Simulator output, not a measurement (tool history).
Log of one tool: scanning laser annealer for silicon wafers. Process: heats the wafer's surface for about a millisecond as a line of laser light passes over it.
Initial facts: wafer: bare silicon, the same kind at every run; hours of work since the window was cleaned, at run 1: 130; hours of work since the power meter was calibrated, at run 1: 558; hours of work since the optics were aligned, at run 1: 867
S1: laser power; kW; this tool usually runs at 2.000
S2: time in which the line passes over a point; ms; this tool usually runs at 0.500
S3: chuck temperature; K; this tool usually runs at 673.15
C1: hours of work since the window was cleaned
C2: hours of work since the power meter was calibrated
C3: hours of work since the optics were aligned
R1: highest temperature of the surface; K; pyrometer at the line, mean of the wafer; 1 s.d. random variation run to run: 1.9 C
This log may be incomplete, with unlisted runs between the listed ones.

| run | day | S1 | S2 | S3 | C1 | C2 | C3 | R1 |
|---|---|---|---|---|---|---|---|---|
| 1 | 0.000 | 2.000 | 0.500 | 673.15 | 130 | 558 | 867 | 1373.15 |
| 2 | 1.267 | 2.135 | 0.500 | 673.15 | 152 | 580 | 889 | 1426.15 |
| 3 | 2.712 | 2.135 | 0.500 | 669.15 | 178 | 606 | 915 | 1420.15 |
| 4 | 4.312 | 2.135 | 0.500 | 669.15 | 206 | 634 | 943 | 1415.15 |
| 5 | 5.071 | 2.000 | 0.500 | 673.15 | 219 | 647 | 956 | 1368.15 |
| 6 | 5.962 | 2.000 | 0.500 | 673.15 | 235 | 663 | 972 | 1363.15 |
| 7 | 6.608 | 2.000 | 0.597 | 673.15 | 247 | 675 | 984 | 1419.15 |
| 8 | 7.262 | 1.729 | 0.597 | 658.15 | 258 | 686 | 995 | 1289.15 |
| 9 | 8.796 | 2.193 | 0.597 | 658.15 | 285 | 713 | 1022 | 1486.15 |
| 10 | 9.842 | 1.745 | 0.582 | 643.15 | 304 | 732 | 1041 | 1269.15 |
| 11 | 10.488 | 2.000 | 0.583 | 673.15 | 315 | 743 | 1052 | 1406.15 |
| 12 | 11.154 | 1.919 | 0.536 | 673.15 | 327 | 755 | 1064 | 1346.15 |
| 13 | 12.079 | 1.861 | 0.500 | 686.15 | 343 | 771 | 1080 | 1318.15 |

Predict each of these 5 candidate next runs independently; none follows another, all start after run 13:
| A | 12.842 | 1.861 | 0.522 | 686.15 | 356 | 784 | 1093 | ? |
| B | 12.842 | 1.751 | 0.575 | 681.15 | 356 | 784 | 1093 | ? |
| C | 12.842 | 1.805 | 0.500 | 701.15 | 356 | 784 | 1093 | ? |
| D | 12.842 | 1.752 | 0.483 | 693.15 | 356 | 784 | 1093 | ? |
| E | 12.842 | 1.882 | 0.351 | 686.15 | 356 | 784 | 1093 | ? |

| run | R1 |
|---|---|
| A | 1328.15 |
| B | 1306.15 |
| C | 1312.15 |
| D | 1273.15 |
| E | 1233.15 |
With no hidden state in the tool, these same runs would have given:
| run | R1 |
|---|---|
| A | 1357.15 |
| B | 1334.15 |
| C | 1340.15 |
| D | 1299.15 |
| E | 1258.15 |

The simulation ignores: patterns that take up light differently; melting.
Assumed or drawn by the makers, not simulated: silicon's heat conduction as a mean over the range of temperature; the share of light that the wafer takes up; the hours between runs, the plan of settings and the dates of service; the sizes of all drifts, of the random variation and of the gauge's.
